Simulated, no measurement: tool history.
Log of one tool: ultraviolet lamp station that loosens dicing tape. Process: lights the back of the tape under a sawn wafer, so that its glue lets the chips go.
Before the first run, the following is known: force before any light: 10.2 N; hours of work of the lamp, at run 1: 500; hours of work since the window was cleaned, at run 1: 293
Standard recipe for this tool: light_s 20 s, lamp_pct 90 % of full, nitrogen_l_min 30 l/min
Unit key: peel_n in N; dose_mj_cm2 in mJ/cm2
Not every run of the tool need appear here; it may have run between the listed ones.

run,day,light_s,lamp_pct,nitrogen_l_min,hours of work of the lamp,hours of work since the window was cleaned,peel_n,dose_mj_cm2
1,0,20,90,30,500,293,0.154,561
2,1.612,20,90,48,521,314,0.091,564
3,3.233,20,90,30,542,335,0.161,552
4,5.346,20,90,30,570,363,0.159,559
5,6.3,20,90,30,583,375,0.169,560
6,8.008,20,90,30,605,398,0.161,563
7,10.296,20,86,30,635,428,0.185,529
8,11.279,20,86,30,648,441,0.184,537
9,12.525,20,86,30,664,457,0.18,536
10,13.508,21,86,30,677,470,0.153,557
11,15.008,21,86,30,697,490,0.158,566
12,16.908,21,86,29,722,515,0.164,556
13,18.908,21,86,29,749,541,0.179,563
14,20.554,21,86,29,770,563,0.163,558
15,21.479,20,90,30,782,575,0.161,561
16,23.696,20,90,30,812,604,0.162,562
# day 25.083: window cleaned of glue's vapour
17,26.004,20,90,41,842,12,0.119,562
18,27.283,20,90,41,858,29,0.126,557
19,28.567,20,90,10,875,46,0.636,556
20,30.642,15,90,30,903,73,0.393,421
21,32.258,10,90,30,924,94,1.113,280
22,33.542,20,81,30,941,111,0.216,500
23,34.458,20,81,30,953,123,0.218,502
24,35.725,21,90,30,970,140,0.147,583
25,37.321,21,90,30,991,161,0.14,587
26,38.367,20,66,30,1004,175,0.414,411
# day 39.196: lamp changed
27,40.321,20,66,30,15,200,0.421,410
28,41.438,20,66,30,30,215,0.413,411
29,43.429,21,90,10,56,241,0.545,590
30,44.804,18,86,12,74,259,0.751,483
31,46.8,34,78,17,100,285,0.101,827
32,48.288,34,78,17,120,305,0.102,826
33,50.408,34,78,17,148,333,0.103,824
34,51.5,33,90,60,162,347,0.052,924
35,53.658,21,87,60,190,376,0.076,564
36,55.15,10,89,13,210,395,2.172,276
37,56.679,10,89,13,230,415,2.122,277
38,58.929,13,80,13,260,445,1.661,325
39,61.154,20,70,11,289,474,1.033,438
40,63.079,36,68,12,314,500,0.205,761
41,64.604,20,90,42,334,520,0.116,560
42,65.612,20,90,49,348,533,0.094,555
43,66.662,20,90,12,362,547,0.525,561

4 options for the next run, each taken on its own from the tool as it stands now. Forecast them:
A,67.629,37,77,10,374,559,?,?
B,67.629,20,76,30,374,559,?,?
C,67.629,20,90,13,374,559,?,?
D,67.629,20,90,44,374,559,?,?

run,peel_n,dose_mj_cm2
A,0.158,881
B,0.274,472
C,0.46,564
D,0.11,557
Without the tool's unlogged condition, the same runs would have read:
run,peel_n,dose_mj_cm2
A,0.157,882
B,0.273,472
C,0.458,565
D,0.109,558
